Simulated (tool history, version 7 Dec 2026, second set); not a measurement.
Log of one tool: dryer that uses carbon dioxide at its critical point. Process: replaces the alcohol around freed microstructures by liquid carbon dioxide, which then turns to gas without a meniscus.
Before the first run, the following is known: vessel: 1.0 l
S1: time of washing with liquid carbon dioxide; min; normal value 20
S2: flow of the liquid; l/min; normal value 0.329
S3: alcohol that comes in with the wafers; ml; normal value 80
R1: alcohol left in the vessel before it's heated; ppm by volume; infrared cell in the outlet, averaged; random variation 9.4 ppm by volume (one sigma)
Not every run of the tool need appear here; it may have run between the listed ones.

| run | hour | S1 | S2 | S3 | R1 |
|---|---|---|---|---|---|
| 1 | 0 | 20 | 0.329 | 80 | 1027 |
|  | 26.8 | inlet filter changed |
| 2 | 44.1 | 20 | 0.329 | 80 | 640 |
| 3 | 77.5 | 20 | 0.329 | 80 | 662 |
| 4 | 120.6 | 20 | 0.329 | 55 | 522 |
| 5 | 161.9 | 20 | 0.329 | 55 | 532 |
| 6 | 200.1 | 20 | 0.329 | 55 | 589 |
| 7 | 245.6 | 20 | 0.329 | 55 | 612 |
| 8 | 288.8 | 20 | 0.329 | 47 | 542 |
| 9 | 331.8 | 20 | 0.329 | 33 | 457 |
| 10 | 352.1 | 20 | 0.329 | 33 | 465 |
| 11 | 381.3 | 20 | 0.413 | 80 | 363 |
| 12 | 405.3 | 20 | 0.329 | 80 | 933 |
| 13 | 432.4 | 20 | 0.329 | 80 | 997 |
| 14 | 477.8 | 20 | 0.329 | 80 | 1072 |

Predict the results of run 15:
| 15 | 511.8 | 20 | 0.329 | 80 | ? |

Logged for run 15: R1 1085 ppm by volume.
Had the tool carried no hidden state, the very same run would have given R1 533 ppm by volume.
